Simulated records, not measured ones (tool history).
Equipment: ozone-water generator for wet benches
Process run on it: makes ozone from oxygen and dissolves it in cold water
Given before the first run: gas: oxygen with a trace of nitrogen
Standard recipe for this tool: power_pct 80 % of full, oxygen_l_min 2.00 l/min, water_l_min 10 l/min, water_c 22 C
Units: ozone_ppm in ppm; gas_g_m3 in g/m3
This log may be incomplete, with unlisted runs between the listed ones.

run 1 hour=0.0 | power_pct=80 oxygen_l_min=2.00 water_l_min=10 water_c=22 | ozone_ppm=19.9 gas_g_m3=285.6
-- hour=17.9 water thermometer calibrated
run 2 hour=33.1 | power_pct=80 oxygen_l_min=2.00 water_l_min=10 water_c=22 | ozone_ppm=19.9 gas_g_m3=288.0
run 3 hour=80.4 | power_pct=80 oxygen_l_min=2.00 water_l_min=10 water_c=22 | ozone_ppm=20.0 gas_g_m3=285.3
run 4 hour=118.5 | power_pct=80 oxygen_l_min=2.00 water_l_min=10 water_c=22 | ozone_ppm=20.0 gas_g_m3=284.2
run 5 hour=150.5 | power_pct=80 oxygen_l_min=2.00 water_l_min=10 water_c=22 | ozone_ppm=20.1 gas_g_m3=285.9
run 6 hour=181.9 | power_pct=80 oxygen_l_min=1.14 water_l_min=10 water_c=22 | ozone_ppm=19.3 gas_g_m3=399.3
run 7 hour=226.6 | power_pct=80 oxygen_l_min=1.14 water_l_min=10 water_c=19 | ozone_ppm=19.8 gas_g_m3=399.5
run 8 hour=249.8 | power_pct=80 oxygen_l_min=1.14 water_l_min=10 water_c=19 | ozone_ppm=19.7 gas_g_m3=396.8
run 9 hour=293.3 | power_pct=80 oxygen_l_min=2.00 water_l_min=10 water_c=22 | ozone_ppm=19.9 gas_g_m3=281.7
run 10 hour=319.8 | power_pct=80 oxygen_l_min=2.00 water_l_min=10 water_c=22 | ozone_ppm=19.9 gas_g_m3=288.8
run 11 hour=355.9 | power_pct=80 oxygen_l_min=2.00 water_l_min=10 water_c=22 | ozone_ppm=19.8 gas_g_m3=283.4
run 12 hour=380.7 | power_pct=80 oxygen_l_min=2.00 water_l_min=10 water_c=22 | ozone_ppm=19.8 gas_g_m3=283.8
-- hour=388.6 contactor cleaned
run 13 hour=407.2 | power_pct=80 oxygen_l_min=2.00 water_l_min=10 water_c=22 | ozone_ppm=19.8 gas_g_m3=284.0
run 14 hour=441.1 | power_pct=80 oxygen_l_min=2.00 water_l_min=10 water_c=22 | ozone_ppm=19.6 gas_g_m3=286.8
run 15 hour=477.3 | power_pct=80 oxygen_l_min=2.00 water_l_min=10 water_c=22 | ozone_ppm=19.8 gas_g_m3=285.9
-- hour=501.8 contactor cleaned, once more
run 16 hour=525.6 | power_pct=80 oxygen_l_min=2.00 water_l_min=10 water_c=22 | ozone_ppm=20.2 gas_g_m3=283.9
run 17 hour=562.9 | power_pct=60 oxygen_l_min=1.11 water_l_min=10 water_c=22 | ozone_ppm=15.5 gas_g_m3=324.8
run 18 hour=583.7 | power_pct=60 oxygen_l_min=1.11 water_l_min=10 water_c=22 | ozone_ppm=15.7 gas_g_m3=325.9
run 19 hour=615.6 | power_pct=76 oxygen_l_min=2.07 water_l_min=16 water_c=25 | ozone_ppm=11.3 gas_g_m3=265.5
run 20 hour=661.1 | power_pct=76 oxygen_l_min=3.08 water_l_min=6 water_c=25 | ozone_ppm=25.9 gas_g_m3=211.1
run 21 hour=691.6 | power_pct=93 oxygen_l_min=1.88 water_l_min=9 water_c=19 | ozone_ppm=25.7 gas_g_m3=329.0
run 22 hour=731.4 | power_pct=78 oxygen_l_min=1.79 water_l_min=7 water_c=24 | ozone_ppm=26.8 gas_g_m3=296.6

Below, each run's measurement less what the same run would have read without the hidden state. Both values contain the same run-to-run variation, but the gauge's scatter may not be the same in both:
Hidden state at play: yield of the discharge, % of new electrodes'; contactor's efficiency, % of a clean one's; true water temperature over the reading, C; drift of the gauge itself on ozone_ppm, %; drift of the gauge itself on gas_g_m3, %.
run=1 ozone_ppm=-1.2 gas_g_m3=-9.2
run=2 ozone_ppm=-1.1 gas_g_m3=-9.5
run=3 ozone_ppm=-1.1 gas_g_m3=-9.6
run=4 ozone_ppm=-1.1 gas_g_m3=-9.8
run=5 ozone_ppm=-1.1 gas_g_m3=-10.0
run=6 ozone_ppm=-1.1 gas_g_m3=-14.3
run=7 ozone_ppm=-1.2 gas_g_m3=-14.7
run=8 ozone_ppm=-1.2 gas_g_m3=-14.8
run=9 ozone_ppm=-1.2 gas_g_m3=-10.8
run=10 ozone_ppm=-1.2 gas_g_m3=-11.2
run=11 ozone_ppm=-1.3 gas_g_m3=-11.2
run=12 ozone_ppm=-1.3 gas_g_m3=-11.3
run=13 ozone_ppm=-1.4 gas_g_m3=-11.5
run=14 ozone_ppm=-1.4 gas_g_m3=-11.7
run=15 ozone_ppm=-1.5 gas_g_m3=-11.9
run=16 ozone_ppm=-0.9 gas_g_m3=-12.1
run=17 ozone_ppm=-0.6 gas_g_m3=-11.2
run=18 ozone_ppm=-0.6 gas_g_m3=-11.4
run=19 ozone_ppm=-0.6 gas_g_m3=-11.3
run=20 ozone_ppm=-1.2 gas_g_m3=-9.3
run=21 ozone_ppm=-1.4 gas_g_m3=-16.8
run=22 ozone_ppm=-1.3 gas_g_m3=-13.7
